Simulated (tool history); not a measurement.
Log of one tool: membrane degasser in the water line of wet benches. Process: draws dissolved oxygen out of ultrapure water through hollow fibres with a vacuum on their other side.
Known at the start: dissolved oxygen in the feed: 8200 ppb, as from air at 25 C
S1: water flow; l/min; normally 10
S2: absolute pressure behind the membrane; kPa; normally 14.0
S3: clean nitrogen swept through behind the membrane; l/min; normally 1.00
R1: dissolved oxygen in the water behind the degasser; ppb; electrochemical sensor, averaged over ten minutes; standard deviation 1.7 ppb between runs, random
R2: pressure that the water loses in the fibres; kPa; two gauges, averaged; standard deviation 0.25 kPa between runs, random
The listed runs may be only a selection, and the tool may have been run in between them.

run	day	S1	S2	S3	R1	R2
1	0.000	10	14.0	1.00	267.2	67.19
2	1.067	10	14.0	0.75	339.9	66.83
3	2.850	10	14.0	1.00	263.2	66.99
4	5.112	10	14.0	1.00	262.1	67.08
5	6.512	10	14.0	1.00	261.6	66.44
6	8.154	10	14.0	1.00	267.4	66.45
7	9.192	10	14.0	1.00	265.3	66.65
8	10.250	10	15.6	1.00	303.1	66.82
9	11.588	10	15.6	1.00	304.2	66.74
10	13.304	10	14.0	0.71	357.7	66.78
11	14.646	6	14.0	1.00	167.2	40.03
12	15.929	10	14.0	0.53	460.1	66.93
13	17.275	10	14.0	0.53	456.1	66.45
14	19.500	10	14.0	0.53	456.9	66.75
15	21.475	10	14.0	0.53	456.2	66.73
16	23.150	10	14.0	0.53	453.1	66.61
17	24.671	10	14.0	1.42	192.6	66.35
18	25.721	8	26.5	0.77	567.7	53.61
19	27.979	10	8.7	2.85	57.2	66.49
20	29.496	10	14.0	0.62	403.9	67.19
21	31.354	10	25.1	0.64	748.3	66.85
22	32.342	10	25.1	0.64	753.4	67.52
23	34.538	10	25.1	0.67	722.9	66.94
24	35.583	10	16.5	1.34	250.6	66.97
25	36.833	10	19.8	0.97	413.9	67.09
26	38.625	10	19.8	0.97	409.5	67.10
27	40.421	15	12.0	0.97	352.4	100.94
28	41.608	15	12.0	0.97	344.2	100.56
29	43.121	15	12.0	0.97	348.2	100.53
# day 43.346: seals of the vacuum lines changed
30	44.846	15	12.0	0.97	343.3	99.91
31	46.771	15	12.0	0.97	341.9	99.88
32	48.458	15	12.0	0.97	341.6	100.03
33	49.896	15	12.0	1.39	260.6	99.99

Table of differences, measured result less the result of that run with no hidden state. Run-to-run variation is the same in both. Gauge scatter possibly is not:
What the log doesn't record here: membrane still open, %; true pressure behind the membrane over the reading, kPa; air that leaks in behind the membrane, l/min; drift of the gauge itself on oxygen_ppb, %; drift of the gauge itself on loss_of_pressure_kpa, %.
run	R1	R2
1	+8.7	+0.10
2	+10.0	+0.10
3	+8.7	+0.11
4	+8.9	+0.12
5	+8.8	+0.13
6	+9.2	+0.14
7	+9.2	+0.15
8	+10.5	+0.16
9	+10.6	+0.16
10	+11.2	+0.17
11	+10.7	+0.11
12	+12.5	+0.19
13	+12.5	+0.19
14	+12.7	+0.21
15	+12.9	+0.22
16	+13.0	+0.23
17	+8.0	+0.23
18	+25.2	+0.20
19	+2.8	+0.26
20	+13.2	+0.27
21	+23.8	+0.28
22	+24.1	+0.29
23	+23.9	+0.29
24	+10.8	+0.31
25	+16.2	+0.31
26	+16.2	+0.32
27	+9.8	+0.50
28	+9.7	+0.51
29	+9.9	+0.52
30	+4.6	+0.53
31	+4.7	+0.55
32	+4.9	+0.57
33	+4.1	+0.57

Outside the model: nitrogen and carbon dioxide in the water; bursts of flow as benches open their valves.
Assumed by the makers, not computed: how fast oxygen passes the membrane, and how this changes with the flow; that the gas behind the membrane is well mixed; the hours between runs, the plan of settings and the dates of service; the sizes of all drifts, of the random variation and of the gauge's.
